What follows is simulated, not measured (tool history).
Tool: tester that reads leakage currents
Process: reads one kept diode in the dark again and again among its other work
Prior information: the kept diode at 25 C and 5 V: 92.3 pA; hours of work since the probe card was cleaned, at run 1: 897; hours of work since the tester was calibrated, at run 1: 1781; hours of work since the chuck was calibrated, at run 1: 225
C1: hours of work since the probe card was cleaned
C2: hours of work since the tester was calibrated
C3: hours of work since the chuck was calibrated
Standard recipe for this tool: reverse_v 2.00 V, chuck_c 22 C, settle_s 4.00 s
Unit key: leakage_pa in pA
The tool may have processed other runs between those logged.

{"run": 1, "hour": 0.0, "reverse_v": 2.0, "chuck_c": 22, "settle_s": 4.0, "C1": 897, "C2": 1781, "C3": 225, "leakage_pa": 42.16}
{"run": 2, "hour": 155.4, "reverse_v": 2.0, "chuck_c": 22, "settle_s": 4.0, "C1": 974, "C2": 1859, "C3": 303, "leakage_pa": 41.21}
{"run": 3, "hour": 272.4, "reverse_v": 19.05, "chuck_c": 22, "settle_s": 4.0, "C1": 1033, "C2": 1917, "C3": 361, "leakage_pa": 155.43}
{"run": 4, "hour": 471.5, "reverse_v": 5.2, "chuck_c": 22, "settle_s": 4.0, "C1": 1132, "C2": 2016, "C3": 460, "leakage_pa": 69.61}
{"run": 5, "hour": 575.8, "reverse_v": 2.0, "chuck_c": 22, "settle_s": 4.0, "C1": 1184, "C2": 2068, "C3": 512, "leakage_pa": 39.22}
{"run": 6, "hour": 742.7, "reverse_v": 2.0, "chuck_c": 22, "settle_s": 4.0, "C1": 1267, "C2": 2151, "C3": 595, "leakage_pa": 38.37}
{"hour": 841.1, "done": "chuck's temperature calibrated"}
{"run": 7, "hour": 903.3, "reverse_v": 2.0, "chuck_c": 22, "settle_s": 4.0, "C1": 1346, "C2": 2230, "C3": 31, "leakage_pa": 45.05}
{"hour": 930.5, "done": "tester calibrated"}
{"run": 8, "hour": 1097.9, "reverse_v": 2.0, "chuck_c": 22, "settle_s": 4.0, "C1": 1442, "C2": 83, "C3": 127, "leakage_pa": 43.61}
{"run": 9, "hour": 1290.3, "reverse_v": 2.0, "chuck_c": 22, "settle_s": 4.0, "C1": 1538, "C2": 179, "C3": 223, "leakage_pa": 42.41}
{"run": 10, "hour": 1480.7, "reverse_v": 2.0, "chuck_c": 22, "settle_s": 4.0, "C1": 1633, "C2": 274, "C3": 318, "leakage_pa": 41.73}
{"run": 11, "hour": 1659.0, "reverse_v": 2.0, "chuck_c": 22, "settle_s": 4.0, "C1": 1722, "C2": 363, "C3": 407, "leakage_pa": 40.7}
{"run": 12, "hour": 1854.6, "reverse_v": 2.0, "chuck_c": 22, "settle_s": 4.0, "C1": 1819, "C2": 461, "C3": 504, "leakage_pa": 39.5}
{"run": 13, "hour": 2002.3, "reverse_v": 2.0, "chuck_c": 22, "settle_s": 4.0, "C1": 1893, "C2": 534, "C3": 578, "leakage_pa": 39.15}
{"hour": 2144.0, "done": "chuck's temperature calibrated"}
{"run": 14, "hour": 2206.6, "reverse_v": 2.0, "chuck_c": 22, "settle_s": 4.0, "C1": 1994, "C2": 635, "C3": 31, "leakage_pa": 45.37}
{"run": 15, "hour": 2411.0, "reverse_v": 2.0, "chuck_c": 22, "settle_s": 4.0, "C1": 2096, "C2": 737, "C3": 133, "leakage_pa": 44.08}
{"run": 16, "hour": 2550.1, "reverse_v": 7.71, "chuck_c": 35, "settle_s": 1.58, "C1": 2165, "C2": 806, "C3": 202, "leakage_pa": 267.33}
{"run": 17, "hour": 2751.4, "reverse_v": 9.56, "chuck_c": 32, "settle_s": 0.53, "C1": 2265, "C2": 906, "C3": 303, "leakage_pa": 236.97}
{"run": 18, "hour": 2966.7, "reverse_v": 14.63, "chuck_c": 55, "settle_s": 1.1, "C1": 2372, "C2": 1014, "C3": 410, "leakage_pa": 1577.87}
{"run": 19, "hour": 3170.8, "reverse_v": 8.31, "chuck_c": 38, "settle_s": 0.54, "C1": 2474, "C2": 1115, "C3": 512, "leakage_pa": 325.43}
{"run": 20, "hour": 3280.0, "reverse_v": 8.31, "chuck_c": 38, "settle_s": 0.54, "C1": 2529, "C2": 1170, "C3": 566, "leakage_pa": 319.35}
{"run": 21, "hour": 3411.5, "reverse_v": 1.35, "chuck_c": 43, "settle_s": 9.08, "C1": 2594, "C2": 1235, "C3": 632, "leakage_pa": 160.75}
{"hour": 3448.7, "done": "chuck's temperature calibrated"}
{"run": 22, "hour": 3542.1, "reverse_v": 1.35, "chuck_c": 43, "settle_s": 9.08, "C1": 2658, "C2": 1300, "C3": 47, "leakage_pa": 188.14}
{"run": 23, "hour": 3774.0, "reverse_v": 1.35, "chuck_c": 26, "settle_s": 1.4, "C1": 2774, "C2": 1415, "C3": 162, "leakage_pa": 48.76}
{"run": 24, "hour": 3965.2, "reverse_v": 8.81, "chuck_c": 22, "settle_s": 4.0, "C1": 2869, "C2": 1510, "C3": 257, "leakage_pa": 112.9}
{"run": 25, "hour": 4102.4, "reverse_v": 8.81, "chuck_c": 22, "settle_s": 4.0, "C1": 2937, "C2": 1579, "C3": 326, "leakage_pa": 110.89}
{"run": 26, "hour": 4275.5, "reverse_v": 1.14, "chuck_c": 44, "settle_s": 4.0, "C1": 3024, "C2": 1665, "C3": 412, "leakage_pa": 167.34}
{"run": 27, "hour": 4425.0, "reverse_v": 2.93, "chuck_c": 29, "settle_s": 4.0, "C1": 3098, "C2": 1740, "C3": 487, "leakage_pa": 90.3}
{"hour": 4502.6, "done": "probe card cleaned and baked"}
{"run": 28, "hour": 4643.0, "reverse_v": 11.86, "chuck_c": 21, "settle_s": 1.94, "C1": 70, "C2": 1847, "C3": 594, "leakage_pa": 87.73}
{"hour": 4752.6, "done": "chuck's temperature calibrated"}
{"run": 29, "hour": 4850.8, "reverse_v": 11.86, "chuck_c": 21, "settle_s": 1.94, "C1": 173, "C2": 1949, "C3": 49, "leakage_pa": 107.54}
{"run": 30, "hour": 5065.1, "reverse_v": 11.86, "chuck_c": 43, "settle_s": 1.65, "C1": 279, "C2": 2056, "C3": 156, "leakage_pa": 620.99}

Here are 3 independent what-if runs from the current tool condition. What would each one return?
{"run": "A", "hour": 5168.2, "reverse_v": 5.12, "chuck_c": 43, "settle_s": 3.01, "C1": 331, "C2": 2107, "C3": 207, "leakage_pa": "?"}
{"run": "B", "hour": 5168.2, "reverse_v": 2.0, "chuck_c": 22, "settle_s": 0.91, "C1": 331, "C2": 2107, "C3": 207, "leakage_pa": "?"}
{"run": "C", "hour": 5168.2, "reverse_v": 18.73, "chuck_c": 40, "settle_s": 0.62, "C1": 331, "C2": 2107, "C3": 207, "leakage_pa": "?"}

run=A leakage_pa=381.11
run=B leakage_pa=40.92
run=C leakage_pa=628.36
What these runs would have given with no unlogged condition in the tool:
run=A leakage_pa=399.37
run=B leakage_pa=42.77
run=C leakage_pa=655.88

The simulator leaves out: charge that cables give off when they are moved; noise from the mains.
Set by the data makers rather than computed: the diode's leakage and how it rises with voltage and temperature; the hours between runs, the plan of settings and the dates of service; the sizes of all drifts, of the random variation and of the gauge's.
